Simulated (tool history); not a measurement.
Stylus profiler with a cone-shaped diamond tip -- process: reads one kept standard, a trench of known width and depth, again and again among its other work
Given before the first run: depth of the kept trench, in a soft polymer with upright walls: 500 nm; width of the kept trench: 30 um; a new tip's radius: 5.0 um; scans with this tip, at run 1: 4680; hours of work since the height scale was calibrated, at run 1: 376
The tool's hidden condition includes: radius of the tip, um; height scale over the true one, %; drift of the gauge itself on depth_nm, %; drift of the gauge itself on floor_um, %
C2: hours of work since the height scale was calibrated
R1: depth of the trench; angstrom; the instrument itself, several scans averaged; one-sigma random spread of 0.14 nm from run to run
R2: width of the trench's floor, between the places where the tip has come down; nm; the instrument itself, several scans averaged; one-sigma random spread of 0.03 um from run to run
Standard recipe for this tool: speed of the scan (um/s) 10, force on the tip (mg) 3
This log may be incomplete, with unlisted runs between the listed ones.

{"run": 1, "hour": 0.0, "speed of the scan (um/s)": 10, "force on the tip (mg)": 3, "scans with this tip": 4680, "C2": 376, "R1": 5107.1, "R2": 25140}
{"run": 2, "hour": 10.9, "speed of the scan (um/s)": 10, "force on the tip (mg)": 3, "scans with this tip": 4782, "C2": 385, "R1": 5105.1, "R2": 25110}
{"run": 3, "hour": 20.0, "speed of the scan (um/s)": 38, "force on the tip (mg)": 3, "scans with this tip": 4867, "C2": 392, "R1": 5107.5, "R2": 25020}
{"run": 4, "hour": 37.9, "speed of the scan (um/s)": 10, "force on the tip (mg)": 3.6, "scans with this tip": 5035, "C2": 405, "R1": 5120.9, "R2": 25090}
{"run": 5, "hour": 53.4, "speed of the scan (um/s)": 10, "force on the tip (mg)": 3.6, "scans with this tip": 5181, "C2": 417, "R1": 5118.5, "R2": 25100}
{"run": 6, "hour": 67.4, "speed of the scan (um/s)": 5, "force on the tip (mg)": 3, "scans with this tip": 5312, "C2": 427, "R1": 5106.6, "R2": 25090}
{"run": 7, "hour": 77.7, "speed of the scan (um/s)": 5, "force on the tip (mg)": 3, "scans with this tip": 5408, "C2": 435, "R1": 5108, "R2": 25120}
{"run": 8, "hour": 92.9, "speed of the scan (um/s)": 5, "force on the tip (mg)": 3, "scans with this tip": 5551, "C2": 446, "R1": 5107, "R2": 25070}
{"run": 9, "hour": 110.6, "speed of the scan (um/s)": 10, "force on the tip (mg)": 3, "scans with this tip": 5717, "C2": 460, "R1": 5107.2, "R2": 25030}
{"run": 10, "hour": 119.1, "speed of the scan (um/s)": 6, "force on the tip (mg)": 3, "scans with this tip": 5797, "C2": 466, "R1": 5103.9, "R2": 25040}
{"run": 11, "hour": 135.6, "speed of the scan (um/s)": 10, "force on the tip (mg)": 3, "scans with this tip": 5952, "C2": 479, "R1": 5108.1, "R2": 25030}
{"run": 12, "hour": 144.4, "speed of the scan (um/s)": 10, "force on the tip (mg)": 3, "scans with this tip": 6035, "C2": 485, "R1": 5108.5, "R2": 24980}
{"run": 13, "hour": 157.0, "speed of the scan (um/s)": 10, "force on the tip (mg)": 3, "scans with this tip": 6153, "C2": 495, "R1": 5109.8, "R2": 25000}
{"run": 14, "hour": 173.4, "speed of the scan (um/s)": 10, "force on the tip (mg)": 3, "scans with this tip": 6306, "C2": 507, "R1": 5109.5, "R2": 24990}
{"run": 15, "hour": 189.9, "speed of the scan (um/s)": 10, "force on the tip (mg)": 3, "scans with this tip": 6461, "C2": 520, "R1": 5110, "R2": 24880}
{"run": 16, "hour": 205.9, "speed of the scan (um/s)": 10, "force on the tip (mg)": 3, "scans with this tip": 6611, "C2": 532, "R1": 5109.4, "R2": 24930}
{"run": 17, "hour": 223.1, "speed of the scan (um/s)": 10, "force on the tip (mg)": 3, "scans with this tip": 6773, "C2": 545, "R1": 5109.4, "R2": 24940}
{"run": 18, "hour": 237.9, "speed of the scan (um/s)": 10, "force on the tip (mg)": 3, "scans with this tip": 6912, "C2": 556, "R1": 5108.8, "R2": 24920}
{"hour": 239.6, "done": "height scale calibrated on a step standard"}
{"run": 19, "hour": 254.9, "speed of the scan (um/s)": 10, "force on the tip (mg)": 3, "scans with this tip": 7066, "C2": 12, "R1": 5113.8, "R2": 24880}
{"hour": 265.5, "done": "height scale calibrated on a step standard, once more"}
{"run": 20, "hour": 267.2, "speed of the scan (um/s)": 11, "force on the tip (mg)": 3, "scans with this tip": 7177, "C2": 1, "R1": 5095.5, "R2": 24880}
{"run": 21, "hour": 283.8, "speed of the scan (um/s)": 11, "force on the tip (mg)": 3, "scans with this tip": 7333, "C2": 14, "R1": 5093, "R2": 24810}
{"run": 22, "hour": 296.1, "speed of the scan (um/s)": 11, "force on the tip (mg)": 3, "scans with this tip": 7448, "C2": 23, "R1": 5097.5, "R2": 24810}
{"run": 23, "hour": 306.3, "speed of the scan (um/s)": 11, "force on the tip (mg)": 3, "scans with this tip": 7544, "C2": 31, "R1": 5095.3, "R2": 24880}
{"run": 24, "hour": 314.1, "speed of the scan (um/s)": 16, "force on the tip (mg)": 6.69, "scans with this tip": 7617, "C2": 37, "R1": 5166.7, "R2": 24850}

What does the tool deliver on the next run?
{"run": 25, "hour": 326.9, "speed of the scan (um/s)": 11, "force on the tip (mg)": 2.46, "scans with this tip": 7736, "C2": 46, "R1": "?", "R2": "?"}

R1: 5084.4 angstrom
R2: 24790 nm
Take away the tool's hidden state, keep the run-to-run variation as it was, and the same run would have given R1 5085.1 angstrom, R2 25580 nm.
